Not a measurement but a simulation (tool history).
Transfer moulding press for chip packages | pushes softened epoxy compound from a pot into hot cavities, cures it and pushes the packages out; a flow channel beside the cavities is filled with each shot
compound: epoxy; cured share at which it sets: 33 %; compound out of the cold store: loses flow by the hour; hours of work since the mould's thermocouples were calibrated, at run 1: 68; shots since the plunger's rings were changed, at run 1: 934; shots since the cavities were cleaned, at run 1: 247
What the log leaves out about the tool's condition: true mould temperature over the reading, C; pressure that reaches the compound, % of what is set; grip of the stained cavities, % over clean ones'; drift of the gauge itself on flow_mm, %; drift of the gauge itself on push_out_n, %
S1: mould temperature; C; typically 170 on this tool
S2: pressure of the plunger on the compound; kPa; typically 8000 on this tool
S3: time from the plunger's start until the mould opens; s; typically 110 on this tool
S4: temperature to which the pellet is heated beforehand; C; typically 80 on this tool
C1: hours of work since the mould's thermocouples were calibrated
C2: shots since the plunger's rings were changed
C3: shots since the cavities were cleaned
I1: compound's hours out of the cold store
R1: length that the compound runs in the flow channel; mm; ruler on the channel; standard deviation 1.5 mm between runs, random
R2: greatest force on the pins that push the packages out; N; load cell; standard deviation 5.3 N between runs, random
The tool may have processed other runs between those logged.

run   hour   S1     S2   S3  S4   C1    C2   C3    I1    R1   R2
  1      0  170   8000  110  80   68   934  247  35.1   898  167
  2    6.4  170   8000  110  80   71   996  309  38.4   889  168
  3   16.3  170   8000  110  80   77  1093  406  47.4   866  166
      24.5  -- cavities cleaned with cleaning compound and waxed
  4     27  170   8000  110  80   82  1182   24    18   940  176
  5   34.8  170   8000  110  80   86  1258  100  22.7   930  172
  6   39.5  170   8000  110  80   89  1305  147  16.1   945  167
  7   44.2  170   8000  110  80   92  1351  193  27.6   916  163
  8     49  170   9380  110  80   95  1397  239  25.5   998  174
  9   53.5  170   9380  110  80   97  1442  284  19.8  1012  178
 10   61.5  170   9380  110  80  102  1520  362  47.1   942  175
 11   69.2  170   8000  110  80  106  1595  437  39.4   885  184
      74.3  -- cavities cleaned with cleaning compound and waxed
 12     77  170   8000  110  80  110  1657   27  47.1   866  166
 13     83  168   8000  110  80  113  1715   85  20.6   945  181
 14   87.8  163   8000  110  80  116  1762  132  11.1   997  252
 15   96.4  170   8000  110  78  121  1845  215  14.2   953  183
 16  101.7  176  10000  106  82  124  1897  267  39.8   959  154
 17  106.3  176  10000  106  82  126  1942  312    28   993  157
 18  112.3  167   6800  148  75  130  2001  371  34.3   841  153
 19  117.6  167   7330  148  72  133  2053  423  18.1   915  160
     124.4  -- cavities cleaned with cleaning compound and waxed
 20  127.7  167   7330  148  72  138  2137   32  38.9   862  148
 21    137  167   7330  148  72  143  2228  123  20.7   911  158
 22  145.8  167   7330  148  72  148  2313  208  23.3   901  159
 23  153.2  169   9100  110  75  152  2386  281  13.7  1022  188
 24  158.3  172   8000  110  80  155  2436  331   8.7   959  161
 25  167.9  170   7730  107  80  160  2529  424  42.3   864  176

Consider 4 possible next runs. They are alternatives, not a sequence: every one starts from the tool as it was left by run 25. What does each give?
     174.2  -- cavities cleaned with cleaning compound and waxed
  A  174.2  168  6140  143  80  163  2576   0  23.4   ?   ?
     174.2  -- cavities cleaned with cleaning compound and waxed
  B  174.2  168  7410  107  74  163  2576   0  14.8   ?   ?
     174.2  -- cavities cleaned with cleaning compound and waxed
  C  174.2  177  8000  128  80  163  2576   0  17.2   ?   ?
     174.2  -- cavities cleaned with cleaning compound and waxed
  D  174.2  170  9260  110  89  163  2576   0  15.5   ?   ?

run    R1   R2
  A   819  159
  B   924  189
  C   912  158
  D  1018  167
Without the tool's unlogged condition, the same runs would have read:
run    R1   R2
  A   820  159
  B   925  189
  C   913  158
  D  1018  167

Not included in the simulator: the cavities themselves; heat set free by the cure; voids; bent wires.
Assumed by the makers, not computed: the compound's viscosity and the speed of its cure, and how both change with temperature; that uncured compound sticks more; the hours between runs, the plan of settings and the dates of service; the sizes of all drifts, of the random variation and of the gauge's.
